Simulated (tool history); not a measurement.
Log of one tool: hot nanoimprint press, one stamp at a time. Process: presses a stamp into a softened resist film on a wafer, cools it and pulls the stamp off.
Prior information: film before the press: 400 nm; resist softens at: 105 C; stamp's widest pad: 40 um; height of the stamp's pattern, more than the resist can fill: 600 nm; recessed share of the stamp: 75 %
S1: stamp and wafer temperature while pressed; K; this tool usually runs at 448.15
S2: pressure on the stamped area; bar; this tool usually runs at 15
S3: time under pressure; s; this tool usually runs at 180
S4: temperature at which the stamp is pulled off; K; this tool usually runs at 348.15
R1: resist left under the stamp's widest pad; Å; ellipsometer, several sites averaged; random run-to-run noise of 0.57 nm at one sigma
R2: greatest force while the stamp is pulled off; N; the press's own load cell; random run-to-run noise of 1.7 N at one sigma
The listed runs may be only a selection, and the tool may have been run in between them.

run	hour	S1	S2	S3	S4	R1	R2
1	0	448.15	15	180	348.15	1862	169
2	10	448.15	15	109	348.15	2221	170
3	17.6	448.15	15	109	348.15	2219	172
4	24.3	448.15	15	109	348.15	2234	164
5	29.5	448.15	15	109	348.15	2223	169
6	34.4	448.15	15	109	348.15	2227	169
7	42.5	448.15	15	109	348.15	2237	169
8	48.8	448.15	15	109	348.15	2210	169
9	57.2	448.15	15	109	348.15	2210	168
10	62.4	448.15	15	180	348.15	1868	168
11	70	448.15	15	197	348.15	1795	169
12	76.4	448.15	9.7	197	348.15	2180	170
13	84.4	448.15	15	180	353.15	1863	153
14	91.9	448.15	23.3	180	348.15	1527	169
15	96.2	448.15	15	180	348.15	1858	170
16	102	448.15	15	180	337.15	1857	204
17	108.2	448.15	15	180	337.15	1857	203
18	118.1	448.15	15	180	337.15	1862	204
# hour 129.6: plate thermocouple calibrated
19	131	448.15	15	164	355.15	1923	150
20	137.8	448.15	15	164	355.15	1935	152
21	147.8	455.15	13.7	333	355.15	1207	148
# hour 156: stamp cleaned and given a new release coat
22	162.2	455.15	13.7	333	355.15	1207	150
23	171.2	444.15	15	338	344.15	1668	178
24	179.7	444.15	15	338	344.15	1673	182
25	189.3	448.15	15	180	348.15	1865	169
26	195.2	451.15	13.5	94	355.15	2241	149
27	204.7	451.15	11.5	94	351.15	2371	163
28	214.3	437.15	15	308	345.15	2199	179
29	222	448.15	15	180	335.15	1859	205

Forecast run 30:
30	229.1	448.15	15	180	335.15	?	?

Logged for run 30: R1 1871 Å, R2 206 N.
Without the tool's hidden state the same run would have given R1 1871 Å, R2 205 N.
